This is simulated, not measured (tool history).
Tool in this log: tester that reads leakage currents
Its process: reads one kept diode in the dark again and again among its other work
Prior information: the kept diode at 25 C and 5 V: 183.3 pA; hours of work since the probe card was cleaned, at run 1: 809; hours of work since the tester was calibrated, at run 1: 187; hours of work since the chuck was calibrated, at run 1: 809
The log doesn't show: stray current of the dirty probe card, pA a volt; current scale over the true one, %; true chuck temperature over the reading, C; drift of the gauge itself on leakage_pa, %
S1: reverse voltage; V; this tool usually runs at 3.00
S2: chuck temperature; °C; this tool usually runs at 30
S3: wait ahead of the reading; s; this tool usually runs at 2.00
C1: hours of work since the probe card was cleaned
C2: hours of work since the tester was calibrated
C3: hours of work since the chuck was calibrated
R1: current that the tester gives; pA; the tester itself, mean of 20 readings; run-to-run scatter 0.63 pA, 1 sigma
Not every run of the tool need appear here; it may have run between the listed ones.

run    hour     S1  S2    S3    C1    C2   C3       R1
  1     0.0   3.00  30  2.00   809   187  809   237.07
      115.0  -- chuck's temperature calibrated
  2   197.0   3.00  30  2.00   923   300   48   213.57
  3   415.3   3.00  30  2.00  1050   427  175   217.68
  4   541.8   3.00  30  2.00  1123   501  248   220.70
  5   695.3   3.00  34  2.00  1212   590  337   298.93
  6   897.0   3.00  30  5.22  1330   707  455   227.59
  7  1120.5   3.91  30  5.22  1460   837  585   266.78
  8  1294.4   3.91  30  5.22  1561   938  686   271.31
  9  1546.3   3.91  30  5.22  1707  1085  832   276.31
     1626.3  -- chuck's temperature calibrated
 10  1718.0   3.91  30  5.22  1806  1183   53   245.39
 11  1942.3   3.91  30  5.22  1936  1314  184   251.11
 12  2147.1   3.00  26  2.00  2055  1433  303   168.49
 13  2254.3  16.78  30  2.00  2118  1495  365   535.60
     2270.3  -- probe card cleaned and baked
 14  2519.3   2.73  52  2.00   145  1647  517   975.25
 15  2634.1   2.73  52  2.00   211  1714  584   981.32
 16  2800.9   2.73  52  2.00   308  1811  681  1001.97
 17  2968.2  13.34  32  2.00   406  1908  778   591.75
     3125.2  -- chuck's temperature calibrated
     3216.3  -- probe card cleaned and baked, once more
 18  3223.3   3.00  22  1.29     4  2054   55   116.88
 19  3334.0   3.00  22  1.29    68  2118  120   118.13
 20  3532.4   3.00  53  0.36   184  2233  235  1049.96

Some steps in R1 between neighbouring runs. How much of each would the tool show without its hidden state too (settings, what came in, random variation), and how much is left for the hidden state, with any gauge scatter that isn't in both results?
Run 17 -> 18: S1 13.34 -> 3.00, S2 32 -> 22, S3 2.00 -> 1.29, chuck's temperature calibrated, probe card cleaned and baked, once more. R1 -474.87 pA: hidden state -93.46, all else -381.41.
Run 19 -> 20: S2 22 -> 53, S3 1.29 -> 0.36. R1 +931.83 pA: hidden state +44.48, all else +887.35.

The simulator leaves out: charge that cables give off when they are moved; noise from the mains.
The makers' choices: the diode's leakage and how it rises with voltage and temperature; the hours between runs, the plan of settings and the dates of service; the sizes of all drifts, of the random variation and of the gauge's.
